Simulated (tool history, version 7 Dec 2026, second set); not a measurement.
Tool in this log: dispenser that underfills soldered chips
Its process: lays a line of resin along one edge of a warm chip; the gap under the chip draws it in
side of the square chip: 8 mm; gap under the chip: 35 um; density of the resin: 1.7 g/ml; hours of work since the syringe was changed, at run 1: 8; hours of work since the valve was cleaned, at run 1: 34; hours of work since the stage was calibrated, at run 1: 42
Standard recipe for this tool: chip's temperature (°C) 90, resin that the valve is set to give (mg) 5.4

run	day	chip's temperature (°C)	resin that the valve is set to give (mg)	hours of work since the syringe was changed	hours of work since the valve was cleaned	hours of work since the stage was calibrated	time until the resin shows at the far edge (s)	resin that the valve gave (mg)
1	0	90	5.4	8	34	42	52.7	5.27
# day 0.154: new syringe of resin
2	0.254	90	5.5	1	38	45	44.8	5.37
3	0.412	90	5.4	4	40	48	48.4	5.27
4	0.654	90	5.4	7	44	51	53.9	5.26
# day 0.833: new syringe of resin
5	0.912	90	5.4	1	47	55	44.3	5.25
6	1.033	90	6.54	3	49	57	45.4	6.36
7	1.292	90	6.54	7	53	60	50	6.34
# day 1.508: new syringe of resin
8	1.508	86	6.38	0	56	63	48.3	6.17
9	1.738	79	6.38	3	59	67	66.3	6.15
10	1.992	79	6.38	7	63	71	74	6.14
# day 2.196: new syringe of resin
11	2.233	79	6.38	1	66	74	60.1	6.12

Expected results for the next run?
12	2.433	77	5.3	4	69	77	?	?

time until the resin shows at the far edge (s): 71.4
resin that the valve gave (mg): 5.09
If the tool had no hidden condition, the same run with the same run-to-run variation would have returned time until the resin shows at the far edge (s) 66.2, resin that the valve gave (mg) 5.31.
